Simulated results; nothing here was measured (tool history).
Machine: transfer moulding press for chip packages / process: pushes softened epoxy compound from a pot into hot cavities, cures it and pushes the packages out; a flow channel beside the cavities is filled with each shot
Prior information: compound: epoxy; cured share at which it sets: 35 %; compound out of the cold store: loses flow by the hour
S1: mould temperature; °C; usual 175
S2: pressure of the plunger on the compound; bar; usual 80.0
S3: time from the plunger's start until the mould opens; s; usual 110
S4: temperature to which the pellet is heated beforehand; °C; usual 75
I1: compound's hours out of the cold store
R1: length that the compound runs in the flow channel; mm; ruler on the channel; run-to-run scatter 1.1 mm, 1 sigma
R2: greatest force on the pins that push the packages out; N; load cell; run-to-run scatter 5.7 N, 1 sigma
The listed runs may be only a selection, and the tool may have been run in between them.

run    hour   S1    S2   S3  S4    I1   R1   R2
  1     0.0  175  80.0  110  75  43.7  583  270
  2    38.7  175  96.4  110  75  38.1  657  374
       60.0  -- cavities cleaned with cleaning compound and waxed
  3    98.7  175  80.0  110  75  42.1  583  351
  4   127.0  175  80.0  110  75  25.1  633  385
      131.5  -- cavities cleaned with cleaning compound and waxed
  5   156.8  175  80.0  110  75  34.8  602  310
  6   191.1  175  80.0  110  75  23.9  633  387
      203.2  -- cavities cleaned with cleaning compound and waxed
      223.4  -- plunger's sealing rings changed
  7   247.3  175  80.0  110  75  24.2  648  349
      277.0  -- cavities cleaned with cleaning compound and waxed
  8   287.5  175  80.0  110  75  10.3  691  273
  9   340.2  175  80.0  110  75  25.1  640  393
      351.3  -- cavities cleaned with cleaning compound and waxed
 10   382.3  175  80.0  110  75  17.2  663  345
      423.1  -- cavities cleaned with cleaning compound and waxed
 11   436.7  175  80.0  110  76  26.5  628  273
      442.0  -- mould's thermocouples calibrated
 12   467.4  175  80.0  110  66  40.7  587  363
      496.5  -- cavities cleaned with cleaning compound and waxed
 13   526.8  175  80.0  110  66  21.6  643  335
 14   554.3  175  80.0  110  66  39.2  585  365
      569.5  -- cavities cleaned with cleaning compound and waxed
      590.4  -- plunger's sealing rings changed
 15   599.8  175  80.0  110  66  10.8  689  330
      645.9  -- cavities cleaned with cleaning compound and waxed
 16   657.0  175  80.0  110  66  11.4  686  267
 17   683.6  169  80.0  110  66  33.4  634  425
 18   710.3  182  87.0  103  70  33.3  614  362
      719.0  -- cavities cleaned with cleaning compound and waxed
      754.4  -- mould's thermocouples calibrated, once more
 19   768.4  175  98.2  110  75  32.3  684  370
      795.5  -- cavities cleaned with cleaning compound and waxed
 20   824.9  170  77.5  110  75  35.9  610  427
 21   864.3  177  77.5  110  74  35.6  586  377
      871.4  -- cavities cleaned with cleaning compound and waxed
 22   892.4  177  77.5  110  74  27.1  610  279
 23   928.4  177  77.5  110  74  41.1  568  361
      944.1  -- cavities cleaned with cleaning compound and waxed
      955.9  -- plunger's sealing rings changed
 24   966.3  177  77.5  110  70   8.6  684  298
 25   992.6  175  98.9  110  81  31.5  696  371
     1019.4  -- cavities cleaned with cleaning compound and waxed
 26  1033.7  175  98.9   98  81  40.5  660  317
 27  1063.0  180  94.3  122  70  32.1  655  328

A few steps of R1 between consecutive runs. Split each: what settings, incoming material and random variation would produce without the hidden state, and what is left over for the hidden state, along with gauge scatter present in only one of the two compared results (measured, and without hidden state):
Hidden state at play: true mould temperature over the reading, C; pressure that reaches the compound, % of what is set; grip of the stained cavities, % over clean ones'; drift of the gauge itself on flow_mm, %; drift of the gauge itself on push_out_n, %.
Run 6 -> 7: cavities cleaned with cleaning compound and waxed, plunger's sealing rings changed. R1 +15 mm: hidden state +15, all else +0.
Run 14 -> 15: cavities cleaned with cleaning compound and waxed, plunger's sealing rings changed. R1 +104 mm: hidden state +13, all else +91.
Run 23 -> 24: S4 74 -> 70, cavities cleaned with cleaning compound and waxed, plunger's sealing rings changed. R1 +116 mm: hidden state +13, all else +103.
